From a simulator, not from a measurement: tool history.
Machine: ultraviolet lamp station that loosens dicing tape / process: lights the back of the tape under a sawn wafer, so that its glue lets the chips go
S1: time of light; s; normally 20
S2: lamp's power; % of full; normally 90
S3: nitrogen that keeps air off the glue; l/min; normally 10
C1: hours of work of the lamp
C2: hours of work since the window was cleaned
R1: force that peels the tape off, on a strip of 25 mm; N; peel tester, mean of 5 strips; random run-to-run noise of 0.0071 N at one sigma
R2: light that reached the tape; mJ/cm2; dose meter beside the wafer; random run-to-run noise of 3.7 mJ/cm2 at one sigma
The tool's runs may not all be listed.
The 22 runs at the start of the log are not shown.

run	day	S1	S2	S3	C1	C2	R1	R2
23	45.596	11	95	20	721	241	0.610	252
# day 47.150: window cleaned of glue's vapour
24	48.333	27	70	4	751	13	0.404	506
25	49.671	22	78	10	766	28	0.320	458
26	50.912	20	71	10	779	42	0.438	376
27	52.621	20	71	10	798	61	0.445	366
28	54.429	20	71	10	818	81	0.450	357
29	56.238	21	71	18	838	101	0.374	369
30	57.454	12	61	16	852	114	0.996	178
31	59.283	23	64	12	872	134	0.435	356
32	60.825	11	64	16	889	151	1.080	164
33	63.342	11	64	16	917	179	1.051	162
34	65.267	10	64	12	938	201	1.233	145
35	66.954	11	98	6	957	219	0.968	236
36	69.579	20	90	4	986	248	0.588	383
# day 70.488: window cleaned of glue's vapour
37	71.671	20	95	10	1009	13	0.330	469
38	72.888	14	93	10	1023	27	0.530	321
39	74.921	29	83	16	1045	49	0.242	578
40	76.621	29	83	16	1064	68	0.242	568
41	78.921	36	87	16	1089	93	0.241	717
42	81.312	36	87	16	1116	120	0.217	708

Alternative continuations, all from the tool just after run 42; predict every row:
A	82.883	19	69	14	1133	137	?	?
B	82.883	20	95	10	1133	137	?	?
C	82.883	36	69	16	1133	137	?	?
D	82.883	21	90	10	1133	137	?	?
E	82.883	14	90	10	1133	137	?	?

run	R1	R2
A	0.545	290
B	0.367	415
C	0.246	543
D	0.369	415
E	0.639	272
Had the tool no hidden state, the same runs would have come out as:
run	R1	R2
A	0.311	447
B	0.238	644
C	0.208	840
D	0.241	643
E	0.353	422

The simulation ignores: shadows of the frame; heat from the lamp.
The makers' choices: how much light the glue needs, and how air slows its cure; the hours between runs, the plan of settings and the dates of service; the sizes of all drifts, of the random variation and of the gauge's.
